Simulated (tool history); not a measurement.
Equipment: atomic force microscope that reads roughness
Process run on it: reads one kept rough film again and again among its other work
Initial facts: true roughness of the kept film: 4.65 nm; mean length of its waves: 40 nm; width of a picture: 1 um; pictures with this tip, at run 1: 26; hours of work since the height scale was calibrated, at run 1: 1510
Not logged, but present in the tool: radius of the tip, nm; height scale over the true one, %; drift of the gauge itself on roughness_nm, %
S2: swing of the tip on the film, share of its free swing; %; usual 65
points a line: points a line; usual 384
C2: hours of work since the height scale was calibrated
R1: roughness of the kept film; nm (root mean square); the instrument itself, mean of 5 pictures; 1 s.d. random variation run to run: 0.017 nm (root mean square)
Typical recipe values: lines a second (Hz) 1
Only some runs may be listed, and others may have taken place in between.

{"run": 1, "hour": 0.0, "lines a second (Hz)": 1, "S2": 65, "points a line": 384, "pictures with this tip": 26, "C2": 1510, "R1": 3.967}
{"run": 2, "hour": 79.8, "lines a second (Hz)": 1, "S2": 65, "points a line": 384, "pictures with this tip": 113, "C2": 1551, "R1": 3.456}
{"hour": 121.6, "done": "new tip fitted"}
{"run": 3, "hour": 124.1, "lines a second (Hz)": 1, "S2": 76, "points a line": 384, "pictures with this tip": 3, "C2": 1573, "R1": 4.024}
{"run": 4, "hour": 180.4, "lines a second (Hz)": 1, "S2": 65, "points a line": 384, "pictures with this tip": 65, "C2": 1601, "R1": 3.746}
{"hour": 264.3, "done": "new tip fitted"}
{"run": 5, "hour": 264.3, "lines a second (Hz)": 1, "S2": 65, "points a line": 384, "pictures with this tip": 0, "C2": 1644, "R1": 4.193}
{"run": 6, "hour": 306.0, "lines a second (Hz)": 1, "S2": 63, "points a line": 384, "pictures with this tip": 46, "C2": 1665, "R1": 3.885}
{"run": 7, "hour": 360.7, "lines a second (Hz)": 1, "S2": 69, "points a line": 384, "pictures with this tip": 106, "C2": 1692, "R1": 3.463}
{"hour": 408.5, "done": "new tip fitted"}
{"run": 8, "hour": 444.7, "lines a second (Hz)": 1, "S2": 65, "points a line": 384, "pictures with this tip": 39, "C2": 1734, "R1": 3.862}
{"run": 9, "hour": 522.6, "lines a second (Hz)": 1, "S2": 65, "points a line": 463, "pictures with this tip": 125, "C2": 1774, "R1": 3.331}
{"hour": 557.2, "done": "new tip fitted"}
{"run": 10, "hour": 584.1, "lines a second (Hz)": 1, "S2": 65, "points a line": 463, "pictures with this tip": 29, "C2": 1805, "R1": 3.984}
{"run": 11, "hour": 657.3, "lines a second (Hz)": 1, "S2": 65, "points a line": 384, "pictures with this tip": 110, "C2": 1842, "R1": 3.492}
{"run": 12, "hour": 697.8, "lines a second (Hz)": 1, "S2": 65, "points a line": 384, "pictures with this tip": 154, "C2": 1862, "R1": 3.305}
{"hour": 706.5, "done": "new tip fitted"}
{"run": 13, "hour": 781.0, "lines a second (Hz)": 1, "S2": 65, "points a line": 384, "pictures with this tip": 82, "C2": 1904, "R1": 3.621}
{"run": 14, "hour": 838.3, "lines a second (Hz)": 1, "S2": 72, "points a line": 384, "pictures with this tip": 144, "C2": 1933, "R1": 3.218}
{"hour": 851.1, "done": "new tip fitted"}
{"run": 15, "hour": 899.1, "lines a second (Hz)": 1, "S2": 56, "points a line": 384, "pictures with this tip": 52, "C2": 1963, "R1": 3.86}
{"run": 16, "hour": 985.4, "lines a second (Hz)": 1.34, "S2": 65, "points a line": 611, "pictures with this tip": 147, "C2": 2007, "R1": 3.182}
{"hour": 996.1, "done": "new tip fitted"}
{"run": 17, "hour": 1029.7, "lines a second (Hz)": 1.41, "S2": 65, "points a line": 473, "pictures with this tip": 37, "C2": 2029, "R1": 3.841}
{"run": 18, "hour": 1082.4, "lines a second (Hz)": 1, "S2": 69, "points a line": 384, "pictures with this tip": 95, "C2": 2056, "R1": 3.488}
{"hour": 1138.7, "done": "new tip fitted"}
{"run": 19, "hour": 1141.9, "lines a second (Hz)": 1, "S2": 81, "points a line": 384, "pictures with this tip": 3, "C2": 2086, "R1": 3.917}
{"run": 20, "hour": 1225.6, "lines a second (Hz)": 3.58, "S2": 86, "points a line": 738, "pictures with this tip": 95, "C2": 2128, "R1": 2.504}
{"run": 21, "hour": 1271.9, "lines a second (Hz)": 3.58, "S2": 86, "points a line": 738, "pictures with this tip": 146, "C2": 2151, "R1": 2.306}
{"hour": 1287.0, "done": "new tip fitted"}
{"run": 22, "hour": 1340.9, "lines a second (Hz)": 1.83, "S2": 80, "points a line": 738, "pictures with this tip": 59, "C2": 2186, "R1": 3.331}
{"run": 23, "hour": 1406.6, "lines a second (Hz)": 1.83, "S2": 80, "points a line": 638, "pictures with this tip": 131, "C2": 2219, "R1": 2.925}

For run 24, what comes out?
{"hour": 1430.6, "done": "new tip fitted"}
{"run": 24, "hour": 1472.7, "lines a second (Hz)": 1, "S2": 60, "points a line": 384, "pictures with this tip": 46, "C2": 2252, "R1": "?"}

Run 24 gave R1 3.882 nm (root mean square).
If the tool had no hidden condition, the same run with the same run-to-run variation would have returned R1 4.139 nm (root mean square).
